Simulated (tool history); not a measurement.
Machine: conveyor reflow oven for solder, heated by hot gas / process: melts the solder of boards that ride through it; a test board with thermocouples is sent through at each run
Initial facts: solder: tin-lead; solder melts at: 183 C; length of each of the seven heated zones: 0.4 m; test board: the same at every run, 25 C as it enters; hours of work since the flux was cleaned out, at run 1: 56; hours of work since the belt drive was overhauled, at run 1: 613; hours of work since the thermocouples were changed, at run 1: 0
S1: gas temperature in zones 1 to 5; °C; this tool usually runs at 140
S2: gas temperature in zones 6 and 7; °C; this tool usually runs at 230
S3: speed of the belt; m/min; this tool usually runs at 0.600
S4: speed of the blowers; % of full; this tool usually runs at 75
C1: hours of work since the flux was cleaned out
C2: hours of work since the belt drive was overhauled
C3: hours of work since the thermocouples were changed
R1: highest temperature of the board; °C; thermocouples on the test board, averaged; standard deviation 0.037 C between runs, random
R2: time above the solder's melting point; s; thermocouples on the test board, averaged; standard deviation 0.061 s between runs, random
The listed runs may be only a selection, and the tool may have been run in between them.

| run | hour | S1 | S2 | S3 | S4 | C1 | C2 | C3 | R1 | R2 |
|---|---|---|---|---|---|---|---|---|---|---|
| 1 | 0.0 | 140 | 230 | 0.600 | 75 | 56 | 613 | 0 | 212.86 | 56.87 |
| 2 | 49.1 | 140 | 230 | 0.600 | 75 | 80 | 638 | 24 | 212.84 | 56.68 |
| 3 | 83.3 | 140 | 230 | 0.600 | 75 | 97 | 655 | 41 | 212.75 | 56.69 |
| 4 | 128.8 | 140 | 230 | 0.600 | 75 | 120 | 677 | 64 | 212.71 | 56.75 |
| 5 | 171.1 | 140 | 230 | 0.600 | 75 | 141 | 698 | 85 | 212.68 | 56.70 |
| 6 | 203.2 | 140 | 230 | 0.648 | 75 | 157 | 714 | 101 | 210.21 | 49.52 |
| 7 | 227.1 | 140 | 230 | 0.648 | 75 | 169 | 726 | 113 | 210.10 | 49.45 |
| 8 | 275.9 | 140 | 230 | 0.648 | 75 | 193 | 751 | 137 | 210.05 | 49.37 |
|  | 321.2 | flux residue cleaned out of gas plates and filters |
| 9 | 323.8 | 140 | 230 | 0.648 | 75 | 1 | 772 | 159 | 210.77 | 50.31 |
| 10 | 359.1 | 140 | 230 | 0.648 | 75 | 19 | 790 | 176 | 210.71 | 50.18 |
| 11 | 381.1 | 140 | 230 | 0.648 | 75 | 30 | 800 | 187 | 210.80 | 50.19 |
| 12 | 429.0 | 140 | 230 | 0.574 | 75 | 54 | 824 | 211 | 214.51 | 61.50 |
| 13 | 449.5 | 140 | 224 | 0.600 | 75 | 64 | 835 | 222 | 208.06 | 52.34 |
| 14 | 475.8 | 140 | 230 | 0.600 | 75 | 77 | 848 | 235 | 213.08 | 57.18 |
| 15 | 518.4 | 140 | 245 | 0.600 | 75 | 98 | 869 | 256 | 225.79 | 67.01 |
| 16 | 557.6 | 140 | 245 | 0.600 | 75 | 118 | 888 | 275 | 225.73 | 66.88 |
| 17 | 606.0 | 151 | 219 | 0.521 | 75 | 142 | 913 | 299 | 209.04 | 68.98 |
| 18 | 642.3 | 151 | 219 | 0.521 | 75 | 160 | 931 | 318 | 208.99 | 68.92 |
| 19 | 665.2 | 151 | 238 | 0.527 | 68 | 171 | 942 | 329 | 223.61 | 79.97 |
| 20 | 704.6 | 151 | 238 | 0.628 | 68 | 191 | 962 | 349 | 217.96 | 62.37 |
| 21 | 728.1 | 127 | 230 | 0.600 | 75 | 203 | 973 | 360 | 210.25 | 49.83 |

Run 22 is up next; what results do you expect?
|  | 756.6 | flux residue cleaned out of gas plates and filters |
| 22 | 779.3 | 133 | 224 | 0.668 | 76 | 11 | 996 | 383 | ? | ? |

{"run 22": {"R1": 203.76, "R2": 39.22}}
Minus the tool's unlogged condition, the same run would have read R1 203.45 °C, R2 38.53 s.
